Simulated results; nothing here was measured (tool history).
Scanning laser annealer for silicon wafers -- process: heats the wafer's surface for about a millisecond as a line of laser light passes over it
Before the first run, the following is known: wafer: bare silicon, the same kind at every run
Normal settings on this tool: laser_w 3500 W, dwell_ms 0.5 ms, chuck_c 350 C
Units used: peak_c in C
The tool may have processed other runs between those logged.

| run | hour | laser_w | dwell_ms | chuck_c | peak_c |
|---|---|---|---|---|---|
| 1 | 0 | 3500 | 0.5 | 350 | 1071 |
| 2 | 4.6 | 3500 | 0.5 | 350 | 1075 |
| 3 | 11.8 | 3500 | 0.5 | 350 | 1070 |
| 4 | 20.5 | 3500 | 0.5 | 350 | 1069 |
| 5 | 28.3 | 3500 | 0.5 | 329 | 1049 |
| 6 | 32.9 | 3500 | 0.5 | 329 | 1051 |
| 7 | 39.4 | 3500 | 0.5 | 329 | 1049 |
| 8 | 47 | 3500 | 0.5 | 329 | 1051 |
| 9 | 58 | 3500 | 0.5 | 329 | 1049 |
| 10 | 64.7 | 3500 | 0.5 | 350 | 1071 |
| 11 | 71.8 | 3500 | 0.5 | 350 | 1066 |
| 12 | 78.7 | 3500 | 0.437 | 350 | 1027 |
| 13 | 89 | 3500 | 0.5 | 350 | 1071 |
| 14 | 100.3 | 3500 | 0.5 | 350 | 1069 |
| 15 | 105.4 | 3500 | 0.5 | 350 | 1071 |
| 16 | 114.3 | 3500 | 0.5 | 350 | 1070 |
| 17 | 123.7 | 3500 | 0.445 | 350 | 1035 |
| 18 | 133.7 | 3500 | 0.445 | 350 | 1032 |
| 19 | 139.7 | 3500 | 0.5 | 329 | 1049 |
| 20 | 150.9 | 3267 | 0.5 | 325 | 996 |

The next listed run, before its measurement:
| 21 | 157.8 | 3841 | 0.352 | 339 | ? |

{"run 21": {"peak_c": 1015}}
On a tool with no hidden condition, and with the same random variation, this run would have come out at peak_c 1031 C.

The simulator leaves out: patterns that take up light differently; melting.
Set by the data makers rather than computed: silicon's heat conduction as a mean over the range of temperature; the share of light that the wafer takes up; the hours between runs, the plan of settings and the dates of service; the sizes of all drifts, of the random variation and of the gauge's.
